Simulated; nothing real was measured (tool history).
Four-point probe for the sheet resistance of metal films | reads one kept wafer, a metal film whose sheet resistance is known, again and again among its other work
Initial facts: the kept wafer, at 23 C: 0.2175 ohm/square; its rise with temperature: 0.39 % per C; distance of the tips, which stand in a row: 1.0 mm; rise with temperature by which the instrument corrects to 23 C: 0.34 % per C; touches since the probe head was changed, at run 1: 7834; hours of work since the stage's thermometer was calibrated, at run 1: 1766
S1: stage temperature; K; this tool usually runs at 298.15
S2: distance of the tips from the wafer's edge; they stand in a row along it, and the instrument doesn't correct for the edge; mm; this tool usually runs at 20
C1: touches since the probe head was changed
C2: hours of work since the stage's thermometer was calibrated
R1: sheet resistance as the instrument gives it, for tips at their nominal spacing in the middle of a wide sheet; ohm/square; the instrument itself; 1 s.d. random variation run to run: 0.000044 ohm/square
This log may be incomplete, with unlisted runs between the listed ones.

run,hour,S1,S2,C1,C2,R1
1,0,298.15,20,7834,1766,0.218448
2,10.4,291.15,20,7966,1771,0.217632
3,23.1,298.15,20,8126,1778,0.218456
4,29.7,298.15,52,8211,1781,0.218147
5,42.3,298.15,36,8370,1788,0.218187
6,52.4,298.15,20,8498,1793,0.218401
7,68,306.15,20,8696,1801,0.219236
8,83.9,300.15,20,8897,1809,0.218608
9,92.9,308.15,49,9012,1814,0.21918
10,101.8,304.15,21,9125,1819,0.219054
11,116.3,304.15,21,9308,1826,0.218984
12,124.4,294.15,17,9410,1830,0.218024
13,140.1,298.15,20,9609,1838,0.21847
14,152.3,297.15,42,9765,1845,0.218052
15,167.7,297.15,42,9960,1853,0.218077
16,178,297.15,11,10089,1858,0.218998

What if the next run were any one of these 4? Each begins from the tool's condition after run 16:
A,187,295.15,45,10204,1863,?
B,187,303.15,63,10204,1863,?
C,187,306.15,13,10204,1863,?
D,187,298.15,10,10204,1863,?

run,R1
A,0.21784
B,0.218672
C,0.219646
D,0.219305
Without the tool's unlogged condition, the same runs would have read:
run,R1
A,0.217441
B,0.218286
C,0.219264
D,0.218908

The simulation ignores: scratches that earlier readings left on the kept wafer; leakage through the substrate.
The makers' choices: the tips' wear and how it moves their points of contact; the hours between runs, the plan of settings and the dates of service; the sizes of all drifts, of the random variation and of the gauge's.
